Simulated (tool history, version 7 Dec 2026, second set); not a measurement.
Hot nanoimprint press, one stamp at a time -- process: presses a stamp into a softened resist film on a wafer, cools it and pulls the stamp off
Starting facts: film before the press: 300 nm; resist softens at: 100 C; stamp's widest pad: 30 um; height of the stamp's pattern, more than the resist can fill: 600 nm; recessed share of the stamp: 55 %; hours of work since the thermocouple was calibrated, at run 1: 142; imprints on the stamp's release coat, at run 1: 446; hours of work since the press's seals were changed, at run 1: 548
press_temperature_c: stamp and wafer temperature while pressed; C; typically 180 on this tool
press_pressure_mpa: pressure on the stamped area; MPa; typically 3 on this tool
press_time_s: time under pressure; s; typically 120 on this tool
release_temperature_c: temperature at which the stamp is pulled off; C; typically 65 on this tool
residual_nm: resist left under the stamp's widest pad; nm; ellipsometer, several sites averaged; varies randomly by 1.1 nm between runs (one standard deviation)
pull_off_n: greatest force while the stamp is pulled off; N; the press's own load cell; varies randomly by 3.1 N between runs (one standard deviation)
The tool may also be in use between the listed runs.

run    hour  press_temperature_c  press_pressure_mpa  press_time_s  release_temperature_c  hours of work since the thermocouple was calibrated  imprints on the stamp's release coat  hours of work since the press's seals were changed  residual_nm  pull_off_n
  1       0                  180                   3           120                     65                                                  142                                   446                                                 548        164.9         152
       15.5  -- press's hydraulic seals changed and the load cell set to zero
  2    69.7                  180                   3           120                     65                                                  191                                   811                                                  43        164.7         167
  3   119.8                  180                2.43           120                     65                                                  231                                  1106                                                  83        179.5         165
      143.1  -- stamp cleaned and given a new release coat
  4   164.4                  180                2.43           120                     65                                                  261                                   126                                                 114        178.8         154
  5   191.6                  180                2.43           120                     65                                                  283                                   287                                                 136        181.6         152
  6   249.5                  180                   3           120                     65                                                  329                                   628                                                 182          168         159
  7   274.9                  180                   3           120                     65                                                  349                                   779                                                 202        167.1         162
  8   325.5                  180                   3           120                     65                                                  390                                  1077                                                 242        168.9         170
      355.7  -- stamp cleaned and given a new release coat
  9   376.8                  180                   3           120                     65                                                  426                                   125                                                 278        168.1         154
 10   403.6                  180                   3           120                     65                                                  447                                   284                                                 300        168.9         157
 11   459.1                  180                   3           120                     65                                                  491                                   612                                                 344        171.1         158
      475.6  -- plate thermocouple calibrated
 12   521.6                  180                   3           120                     65                                                   37                                   963                                                 391        162.7         159
        570  -- stamp cleaned and given a new release coat
 13     570                  180                   3           120                     65                                                   70                                     0                                                 425        165.8         147
 14   626.7                  180                   3           173                     65                                                  116                                   335                                                 470        146.5         162
 15   687.1                  180                   3           173                     65                                                  164                                   693                                                 518        149.1         158
      740.7  -- press's hydraulic seals changed and the load cell set to zero
 16   753.2                  180                3.21           126                     54                                                  210                                  1036                                                  10          159         195
 17   780.9                  180                3.21           202                     54                                                  232                                  1199                                                  32        135.5         196
      792.1  -- stamp cleaned and given a new release coat
 18   841.3                  180                   3           120                     71                                                  275                                   290                                                  75        167.7         141
 19   883.1                  180                   3           120                     71                                                  309                                   537                                                 109        168.1         145
 20   910.3                  178                   3           120                     65                                                  330                                   698                                                 130        173.5         161
 21   967.5                  188                   3           120                     58                                                  376                                  1036                                                 176        140.1         179
     1004.8  -- stamp cleaned and given a new release coat
 22  1033.7                  179                3.38           239                     62                                                  424                                   171                                                 224        127.9         161
 23  1094.1                  180                2.53           120                     65                                                  472                                   528                                                 272        183.4         164
 24    1125                  180                2.53           120                     65                                                  496                                   710                                                 296        181.9         163
     1132.8  -- plate thermocouple calibrated
 25  1162.7                  189                2.53           120                     65                                                   24                                   915                                                 324        146.8         160
 26  1191.5                  189                2.53           120                     65                                                   47                                  1086                                                 347        146.6         162
     1218.9  -- stamp cleaned and given a new release coat
 27    1242                  180                4.51           120                     65                                                   82                                   136                                                 382        137.3         149
 28  1267.4                  189                1.91            86                     65                                                  102                                   286                                                 403        185.1         155

Below are 3 alternative next runs, each starting from the tool's condition after run 28. Predict each:
  A  1309.2                  172                3.24           120                     72                                                  136                                   533                                                 436            ?           ?
  B  1309.2                  189                1.91           136                     65                                                  136                                   533                                                 436            ?           ?
  C  1309.2                  189                2.46            67                     65                                                  136                                   533                                                 436            ?           ?

run  residual_nm  pull_off_n
  A        190.4         136
  B        158.5         151
  C        180.4         161
Stripped of hidden state, with their random variation kept, the same runs would have yielded:
run  residual_nm  pull_off_n
  A        186.9         129
  B          156         144
  C        177.6         153
